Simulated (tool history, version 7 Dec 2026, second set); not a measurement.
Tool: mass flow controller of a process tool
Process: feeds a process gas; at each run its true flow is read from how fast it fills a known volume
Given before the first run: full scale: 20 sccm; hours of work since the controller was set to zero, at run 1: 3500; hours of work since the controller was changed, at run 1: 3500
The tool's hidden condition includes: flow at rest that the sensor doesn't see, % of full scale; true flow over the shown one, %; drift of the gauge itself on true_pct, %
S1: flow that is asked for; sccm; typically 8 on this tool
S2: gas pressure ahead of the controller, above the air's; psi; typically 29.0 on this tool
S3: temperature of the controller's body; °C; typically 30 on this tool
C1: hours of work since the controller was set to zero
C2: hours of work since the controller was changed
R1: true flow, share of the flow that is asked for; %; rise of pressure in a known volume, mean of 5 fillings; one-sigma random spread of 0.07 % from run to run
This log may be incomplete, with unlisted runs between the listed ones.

run    hour  S1    S2  S3    C1    C2      R1
  1     0.0   8  29.0  30  3500  3500   97.22
  2   115.3   8  29.0  30  3547  3547   97.24
  3   279.7   8  29.0  30  3615  3615   97.22
  4   427.2   8  29.0  30  3676  3676   97.27
  5   625.3   8  29.0  30  3758  3758   97.12
  6   751.2   8  29.0  30  3810  3810   97.33
  7   843.9   8  29.0  30  3849  3849   97.39
  8   965.6   8  29.0  30  3899  3899   97.34
  9  1116.2   8  29.0  30  3961  3961   97.26
 10  1321.2   8  29.0  30  4046  4046   97.32
 11  1424.1  12  29.0  30  4088  4088   98.68
 12  1631.0  12  29.0  30  4174  4174   98.65
 13  1813.7  12  29.0  30  4250  4250   98.59
 14  2011.1  12  29.0  30  4331  4331   98.59
 15  2214.8  12  29.0  30  4415  4415   98.66
 16  2425.5   8  29.0  21  4503  4503   98.35
 17  2537.9   8  35.0  21  4549  4549   98.13
 18  2702.9   8  35.0  21  4617  4617   98.33
 19  2892.2   3  21.3  30  4696  4696   92.96
 20  3046.0   5  29.0  30  4759  4759   95.45
 21  3138.6   5  29.0  30  4797  4797   95.39
 22  3300.6  15  29.0  35  4864  4864   98.93
 23  3491.3  15  29.0  30  4943  4943   99.53
 24  3600.3   3  28.9  30  4988  4988   92.62
 25  3770.9   8  25.1  32  5059  5059   97.14
 26  3874.3   8  25.1  32  5102  5102   97.08
 27  4038.9   8  38.1  26  5170  5170   97.72
 28  4231.1   3  24.5  30  5249  5249   92.46
     4293.2  -- controller's zero set anew
 29  4366.5   7  28.3  38    30  5305   98.30
 30  4550.8   7  28.3  38   107  5381   98.50
 31  4695.4   7  28.3  38   166  5441   98.37
 32  4786.8   8  26.5  24   204  5479  100.27
 33  4884.4   3  37.3  37   244  5519   97.40
 34  5044.3   9  29.0  20   311  5585  100.94
 35  5203.0  11  29.0  38   376  5651   99.16
 36  5307.9   5  36.7  28   420  5694   99.05

What if the next run were any one of these 5? Each begins from the tool's condition after run 36:
  A  5411.2  10  29.0  30  462  5737   ?
  B  5411.2  10  24.8  28  462  5737   ?
  C  5411.2   8  23.6  30  462  5737   ?
  D  5411.2   4  36.3  31  462  5737   ?
  E  5411.2  11  33.5  30  462  5737   ?

run      R1
  A   99.92
  B  100.29
  C   99.56
  D   98.26
  E  100.23
Take away the tool's hidden state, keep each run's random variation, and the runs would have read:
run     R1
  A  97.63
  B  98.01
  C  97.34
  D  96.35
  E  97.92
